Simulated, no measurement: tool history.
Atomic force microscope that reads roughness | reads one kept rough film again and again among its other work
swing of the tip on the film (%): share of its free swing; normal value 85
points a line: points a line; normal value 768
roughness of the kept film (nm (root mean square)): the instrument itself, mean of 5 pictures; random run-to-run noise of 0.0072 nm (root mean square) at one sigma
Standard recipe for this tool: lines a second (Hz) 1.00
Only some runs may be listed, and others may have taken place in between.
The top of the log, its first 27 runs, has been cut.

run,hour,lines a second (Hz),swing of the tip on the film (%),points a line,pictures with this tip,hours of work since the height scale was calibrated,roughness of the kept film (nm (root mean square))
# hour 1032.8: new tip fitted
28,1050.7,1.00,85,639,36,104,1.290
29,1082.4,1.14,69,747,100,124,1.081
# hour 1086.1: new tip fitted
30,1114.3,1.14,69,747,56,143,1.283
# hour 1141.1: new tip fitted
31,1143.6,1.66,65,366,5,162,1.454
32,1176.2,1.66,65,366,71,182,1.167
# hour 1193.7: new tip fitted
33,1217.1,2.30,85,768,47,208,1.145
# hour 1248.1: new tip fitted
34,1256.0,1.95,79,419,16,232,1.322
35,1280.5,1.42,65,763,65,247,1.200
# hour 1302.3: new tip fitted
36,1316.5,2.28,60,768,29,270,1.366
# hour 1355.0: new tip fitted
37,1364.9,0.74,89,768,20,300,1.387
# hour 1408.4: new tip fitted
38,1411.4,3.37,78,297,6,329,1.301
39,1443.6,3.37,78,297,71,350,1.059
# hour 1461.4: new tip fitted
40,1487.5,1.00,85,597,52,377,1.199

Each row is a separate what-if for the run after 40, all from the same tool condition, not one after another. Results?
A,1513.5,1.03,62,350,104,393,?
B,1513.5,1.00,90,393,104,393,?
C,1513.5,1.00,85,954,104,393,?
D,1513.5,1.91,70,585,104,393,?

run,roughness of the kept film (nm (root mean square))
A,1.070
B,1.020
C,1.049
D,1.044
With no hidden state in the tool, these same runs would have given:
run,roughness of the kept film (nm (root mean square))
A,1.524
B,1.451
C,1.495
D,1.489
